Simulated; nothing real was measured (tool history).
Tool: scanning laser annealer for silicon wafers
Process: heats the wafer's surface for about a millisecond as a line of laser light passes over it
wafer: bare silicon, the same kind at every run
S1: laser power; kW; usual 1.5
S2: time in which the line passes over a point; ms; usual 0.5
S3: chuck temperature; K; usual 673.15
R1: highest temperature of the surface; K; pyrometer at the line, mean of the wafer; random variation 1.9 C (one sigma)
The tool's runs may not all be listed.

run 1 hour=0 | S1=1.5 S2=0.5 S3=673.15 | R1=1409.15
run 2 hour=25.1 | S1=1.5 S2=0.5 S3=673.15 | R1=1411.15
run 3 hour=42.7 | S1=1.5 S2=0.5 S3=689.15 | R1=1427.15
run 4 hour=62.4 | S1=1.5 S2=0.5 S3=673.15 | R1=1406.15
run 5 hour=80.5 | S1=1.5 S2=0.5 S3=673.15 | R1=1410.15
run 6 hour=92 | S1=1.5 S2=0.5 S3=673.15 | R1=1408.15
run 7 hour=105.9 | S1=1.597 S2=0.5 S3=673.15 | R1=1453.15
run 8 hour=131.9 | S1=1.447 S2=0.5 S3=673.15 | R1=1384.15
run 9 hour=152.3 | S1=1.447 S2=0.5 S3=677.15 | R1=1388.15
run 10 hour=168.9 | S1=1.447 S2=0.5 S3=677.15 | R1=1389.15
run 11 hour=189.1 | S1=1.447 S2=0.5 S3=677.15 | R1=1390.15
run 12 hour=213.8 | S1=1.447 S2=0.5 S3=677.15 | R1=1385.15
run 13 hour=231.8 | S1=1.628 S2=0.529 S3=645.15 | R1=1461.15
run 14 hour=251.9 | S1=1.5 S2=0.437 S3=686.15 | R1=1371.15
run 15 hour=271.6 | S1=1.5 S2=0.5 S3=634.15 | R1=1367.15
run 16 hour=283.8 | S1=1.5 S2=0.578 S3=677.15 | R1=1468.15
run 17 hour=308.8 | S1=1.5 S2=0.578 S3=677.15 | R1=1468.15
run 18 hour=322.9 | S1=1.5 S2=0.532 S3=708.15 | R1=1467.15
run 19 hour=344.6 | S1=1.5 S2=0.603 S3=673.15 | R1=1482.15

Forecast each of these 5 alternatives for the next run:
run A hour=371.2 | S1=1.5 S2=0.573 S3=673.15 | R1=?
run B hour=371.2 | S1=1.56 S2=0.5 S3=641.15 | R1=?
run C hour=371.2 | S1=1.5 S2=0.416 S3=673.15 | R1=?
run D hour=371.2 | S1=1.461 S2=0.605 S3=643.15 | R1=?
run E hour=371.2 | S1=1.461 S2=0.365 S3=673.15 | R1=?

run=A R1=1464.15
run=B R1=1401.15
run=C R1=1339.15
run=D R1=1435.15
run=E R1=1281.15
Without the tool's hidden state the same runs would have given:
run=A R1=1466.15
run=B R1=1402.15
run=C R1=1340.15
run=D R1=1436.15
run=E R1=1282.15
